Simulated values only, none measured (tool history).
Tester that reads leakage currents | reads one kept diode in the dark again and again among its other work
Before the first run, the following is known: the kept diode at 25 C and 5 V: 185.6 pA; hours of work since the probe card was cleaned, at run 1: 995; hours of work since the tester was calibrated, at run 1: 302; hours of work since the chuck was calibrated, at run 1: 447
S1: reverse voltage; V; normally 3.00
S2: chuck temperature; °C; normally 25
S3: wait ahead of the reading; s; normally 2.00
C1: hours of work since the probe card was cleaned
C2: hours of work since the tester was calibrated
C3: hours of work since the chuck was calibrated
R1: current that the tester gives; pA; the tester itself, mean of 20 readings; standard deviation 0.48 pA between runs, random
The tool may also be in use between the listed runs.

| run | hour | S1 | S2 | S3 | C1 | C2 | C3 | R1 |
|---|---|---|---|---|---|---|---|---|
| 1 | 0.0 | 3.00 | 25 | 2.00 | 995 | 302 | 447 | 162.19 |
| 2 | 31.2 | 3.00 | 25 | 2.00 | 1015 | 322 | 466 | 162.52 |
| 3 | 83.0 | 3.00 | 25 | 2.00 | 1047 | 354 | 499 | 162.76 |
| 4 | 106.3 | 3.00 | 20 | 2.00 | 1061 | 368 | 513 | 102.32 |
| 5 | 148.9 | 3.00 | 20 | 2.00 | 1088 | 395 | 539 | 102.05 |
| 6 | 194.5 | 3.00 | 20 | 2.00 | 1116 | 423 | 568 | 102.18 |
| 7 | 224.0 | 2.96 | 20 | 2.00 | 1134 | 441 | 586 | 102.48 |
| 8 | 266.3 | 2.96 | 20 | 2.00 | 1160 | 468 | 612 | 102.96 |
| 9 | 308.5 | 2.96 | 20 | 2.00 | 1187 | 494 | 639 | 102.32 |
| 10 | 331.7 | 2.96 | 20 | 2.00 | 1201 | 508 | 653 | 102.72 |
| 11 | 373.4 | 1.15 | 53 | 6.51 | 1227 | 534 | 679 | 1303.85 |
| 12 | 409.7 | 4.57 | 25 | 2.00 | 1249 | 557 | 701 | 188.74 |
| 13 | 437.1 | 17.53 | 25 | 0.35 | 1266 | 574 | 718 | 300.84 |

Estimate the outcome of run 14 from the log above:
| 14 | 479.8 | 9.27 | 25 | 8.40 | 1293 | 600 | 745 | ? |

{"run 14": {"R1": 240.48}}
With no hidden state in the tool, this same run would have given R1 226.38 pA.
